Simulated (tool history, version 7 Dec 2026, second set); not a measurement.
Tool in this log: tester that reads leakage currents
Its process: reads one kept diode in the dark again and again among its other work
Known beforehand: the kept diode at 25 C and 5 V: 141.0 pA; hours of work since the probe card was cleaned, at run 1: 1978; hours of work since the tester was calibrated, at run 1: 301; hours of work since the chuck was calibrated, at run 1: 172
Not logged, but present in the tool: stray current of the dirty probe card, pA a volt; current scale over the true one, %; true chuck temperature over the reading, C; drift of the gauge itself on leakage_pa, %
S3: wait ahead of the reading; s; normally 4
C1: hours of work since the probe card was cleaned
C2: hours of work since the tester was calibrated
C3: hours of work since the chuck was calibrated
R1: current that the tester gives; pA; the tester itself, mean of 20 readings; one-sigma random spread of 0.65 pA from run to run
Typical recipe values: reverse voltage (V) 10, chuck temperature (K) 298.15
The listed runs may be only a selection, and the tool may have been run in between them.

run 1 day=0 | reverse_voltage_(V)=10 chuck_temperature_(K)=298.15 S3=4 | C1=1978 C2=301 C3=172 | R1=233.63
run 2 day=6.817 | reverse_voltage_(V)=10 chuck_temperature_(K)=310.15 S3=4 | C1=2089 C2=412 C3=283 | R1=544.79
run 3 day=13.283 | reverse_voltage_(V)=10 chuck_temperature_(K)=310.15 S3=4 | C1=2194 C2=517 C3=388 | R1=565.68
run 4 day=18.558 | reverse_voltage_(V)=10 chuck_temperature_(K)=310.15 S3=4 | C1=2280 C2=602 C3=473 | R1=578.44
-- day=19.425 probe card cleaned and baked
-- day=22.05 chuck's temperature calibrated
run 5 day=25.483 | reverse_voltage_(V)=10 chuck_temperature_(K)=310.15 S3=4 | C1=97 C2=712 C3=56 | R1=499.9
run 6 day=33.446 | reverse_voltage_(V)=10 chuck_temperature_(K)=310.15 S3=4 | C1=226 C2=841 C3=185 | R1=522.25
run 7 day=37.292 | reverse_voltage_(V)=10 chuck_temperature_(K)=310.15 S3=4 | C1=289 C2=903 C3=247 | R1=534.52
run 8 day=45.908 | reverse_voltage_(V)=10 chuck_temperature_(K)=298.15 S3=4 | C1=429 C2=1043 C3=387 | R1=245.09
-- day=54.017 chuck's temperature calibrated
run 9 day=54.017 | reverse_voltage_(V)=10 chuck_temperature_(K)=298.15 S3=4 | C1=559 C2=1173 C3=0 | R1=211.42
run 10 day=59.233 | reverse_voltage_(V)=10 chuck_temperature_(K)=298.15 S3=4 | C1=644 C2=1258 C3=85 | R1=218.15
run 11 day=66.621 | reverse_voltage_(V)=10 chuck_temperature_(K)=298.15 S3=4 | C1=764 C2=1378 C3=205 | R1=229.17
run 12 day=70.65 | reverse_voltage_(V)=10 chuck_temperature_(K)=298.15 S3=6.26 | C1=829 C2=1444 C3=270 | R1=231.91
run 13 day=77.371 | reverse_voltage_(V)=10 chuck_temperature_(K)=298.15 S3=6.26 | C1=938 C2=1553 C3=379 | R1=243.42
run 14 day=81.371 | reverse_voltage_(V)=10 chuck_temperature_(K)=298.15 S3=6.26 | C1=1003 C2=1618 C3=444 | R1=249.55
-- day=86.271 chuck's temperature calibrated
run 15 day=89.638 | reverse_voltage_(V)=10 chuck_temperature_(K)=298.15 S3=6.26 | C1=1136 C2=1751 C3=55 | R1=220.17
run 16 day=96.221 | reverse_voltage_(V)=10 chuck_temperature_(K)=317.15 S3=6.26 | C1=1243 C2=1857 C3=162 | R1=823.55
run 17 day=105.025 | reverse_voltage_(V)=10 chuck_temperature_(K)=317.15 S3=6.26 | C1=1386 C2=2000 C3=305 | R1=850.64
run 18 day=113.025 | reverse_voltage_(V)=10 chuck_temperature_(K)=317.15 S3=6.26 | C1=1516 C2=2130 C3=434 | R1=883.48
-- day=118.688 chuck's temperature calibrated
run 19 day=121.225 | reverse_voltage_(V)=10 chuck_temperature_(K)=317.15 S3=6.26 | C1=1648 C2=2262 C3=41 | R1=790.78
run 20 day=130.008 | reverse_voltage_(V)=10 chuck_temperature_(K)=317.15 S3=6.26 | C1=1790 C2=2405 C3=184 | R1=822.29
run 21 day=137.046 | reverse_voltage_(V)=10 chuck_temperature_(K)=317.15 S3=6.26 | C1=1904 C2=2519 C3=298 | R1=853.01
run 22 day=144.742 | reverse_voltage_(V)=1.7 chuck_temperature_(K)=298.15 S3=4 | C1=2029 C2=2644 C3=423 | R1=85.63
run 23 day=149.383 | reverse_voltage_(V)=1.7 chuck_temperature_(K)=298.15 S3=4 | C1=2105 C2=2719 C3=498 | R1=88.2
-- day=150.638 chuck's temperature calibrated
run 24 day=154.412 | reverse_voltage_(V)=10 chuck_temperature_(K)=303.15 S3=0.62 | C1=2185 C2=2800 C3=61 | R1=319.43
run 25 day=159.579 | reverse_voltage_(V)=10 chuck_temperature_(K)=303.15 S3=0.62 | C1=2269 C2=2884 C3=145 | R1=328.75
-- day=161.467 probe card cleaned and baked
run 26 day=163.329 | reverse_voltage_(V)=10 chuck_temperature_(K)=303.15 S3=0.62 | C1=30 C2=2942 C3=204 | R1=329.86

What will run 27 give?
run 27 day=171.071 | reverse_voltage_(V)=3.5 chuck_temperature_(K)=314.15 S3=0.41 | C1=156 C2=3068 C3=330 | R1=?

{"run 27": {"R1": 379.81}}
Were there no unlogged condition in the tool, this run, its random variation unchanged, would have produced R1 344.97 pA.
